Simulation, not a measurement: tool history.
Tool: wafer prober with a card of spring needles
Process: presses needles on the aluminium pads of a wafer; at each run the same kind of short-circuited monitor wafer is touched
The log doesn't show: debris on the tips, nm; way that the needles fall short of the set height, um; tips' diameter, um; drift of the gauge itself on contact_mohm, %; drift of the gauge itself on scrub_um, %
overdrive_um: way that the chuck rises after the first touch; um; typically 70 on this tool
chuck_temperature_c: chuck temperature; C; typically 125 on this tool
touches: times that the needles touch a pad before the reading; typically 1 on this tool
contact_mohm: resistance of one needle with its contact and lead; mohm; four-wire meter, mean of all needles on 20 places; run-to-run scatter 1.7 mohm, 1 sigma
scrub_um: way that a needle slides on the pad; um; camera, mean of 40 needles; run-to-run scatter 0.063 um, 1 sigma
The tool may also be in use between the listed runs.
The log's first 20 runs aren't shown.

run,hour,overdrive_um,chuck_temperature_c,touches,touches since the tips were cleaned,cleanings since the card got new needles,touches since the first contact's height was set,contact_mohm,scrub_um
# hour 143.4: tips cleaned on abrasive film
21,146.7,83,100,1,1249,33,113211,168,22.76
# hour 151.7: tips cleaned on abrasive film
22,153.6,61,125,1,717,34,115817,182,16.68
# hour 160.5: tips cleaned on abrasive film
23,161.2,61,125,3,273,35,118702,176,16.67
24,168.6,82,73,1,3114,35,121543,170,22.47
# hour 169.5: tips cleaned on abrasive film
25,174.5,82,73,1,1913,36,123728,164,22.28
# hour 177.9: tips cleaned on abrasive film
26,183.5,82,73,1,2117,37,127139,165,22.45
# hour 186.5: tips cleaned on abrasive film
27,190.9,82,73,2,1696,38,129952,164,22.47
# hour 195: tips cleaned on abrasive film
28,195.1,56,89,3,54,39,131519,175,15.26
# hour 200.9: gauge calibrated
29,201.3,51,65,1,2415,39,133880,168,14.21
# hour 203.7: tips cleaned on abrasive film
30,210.7,51,65,1,2658,40,137417,173,14.2
# hour 212.3: tips cleaned on abrasive film
31,218.3,51,94,2,2279,41,140287,178,14.16
# hour 221.3: tips cleaned on abrasive film
32,226.6,51,94,2,2031,42,143437,178,14.16
# hour 230.2: tips cleaned on abrasive film
33,234.2,51,94,2,1512,43,146307,175,14.14

Forecast each of these 3 alternatives for the next run:
# hour 238.8: tips cleaned on abrasive film
A,239.7,59,69,2,349,44,148370,?,?
# hour 238.8: tips cleaned on abrasive film
B,239.7,61,49,2,349,44,148370,?,?
# hour 238.8: tips cleaned on abrasive film
C,239.7,69,125,1,349,44,148370,?,?

run,contact_mohm,scrub_um
A,170,16.25
B,166,16.85
C,180,19.14
The same runs, with their run-to-run variation unchanged, on a tool lacking any hidden condition would have given:
run,contact_mohm,scrub_um
A,170,16.32
B,166,16.93
C,180,19.23

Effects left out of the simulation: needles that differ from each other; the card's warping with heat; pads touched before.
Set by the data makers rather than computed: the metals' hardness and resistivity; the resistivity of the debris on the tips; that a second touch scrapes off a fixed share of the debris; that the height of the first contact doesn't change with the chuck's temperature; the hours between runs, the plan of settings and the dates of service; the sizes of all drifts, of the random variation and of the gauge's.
